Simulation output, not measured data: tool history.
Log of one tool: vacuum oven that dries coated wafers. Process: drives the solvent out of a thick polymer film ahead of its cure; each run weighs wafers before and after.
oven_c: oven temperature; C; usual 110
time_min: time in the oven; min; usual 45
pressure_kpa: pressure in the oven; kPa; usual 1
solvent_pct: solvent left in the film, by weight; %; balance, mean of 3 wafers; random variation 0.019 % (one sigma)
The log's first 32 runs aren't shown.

run	hour	oven_c	time_min	pressure_kpa	hours of work since the thermocouples were calibrated	hours of work since the vacuum gauge was cleaned of residue	solvent_pct
33	363	110	45	2.9	805	103	1.42
34	371.8	110	45	2.9	812	109	1.42
35	381.3	101	31	1.34	819	117	4.05
# hour 389.9: oven's thermocouples calibrated
36	396.7	110	24	1.67	5	127	3.2
37	404	110	42	2.56	11	132	1.69
38	411.4	110	42	2.56	17	138	1.65
39	422.9	111	81	3.14	25	147	0.91
40	438.2	114	81	3.14	37	159	0.79
41	446.6	114	81	3.14	43	165	0.77
42	453.8	100	23	0.55	49	171	5.64
43	463.4	116	38	1.22	56	178	0.78
44	475.4	116	38	1.15	66	187	0.79
45	487.5	116	38	1.15	75	196	0.76
46	494.9	116	38	1.15	81	202	0.77
47	501.5	116	38	1.15	86	207	0.75
48	512.7	110	52	1.16	94	216	0.87

3 ways to go on from here, each from the tool as it stands after run 48. What would each give?
A	525.5	96	52	1.45	104	226	?
B	525.5	122	66	3.24	104	226	?
C	525.5	124	73	1.19	104	226	?

run	solvent_pct
A	3.71
B	0.6
C	0.22
Without the tool's hidden state the same runs would have given:
run	solvent_pct
A	3.69
B	0.58
C	0.2
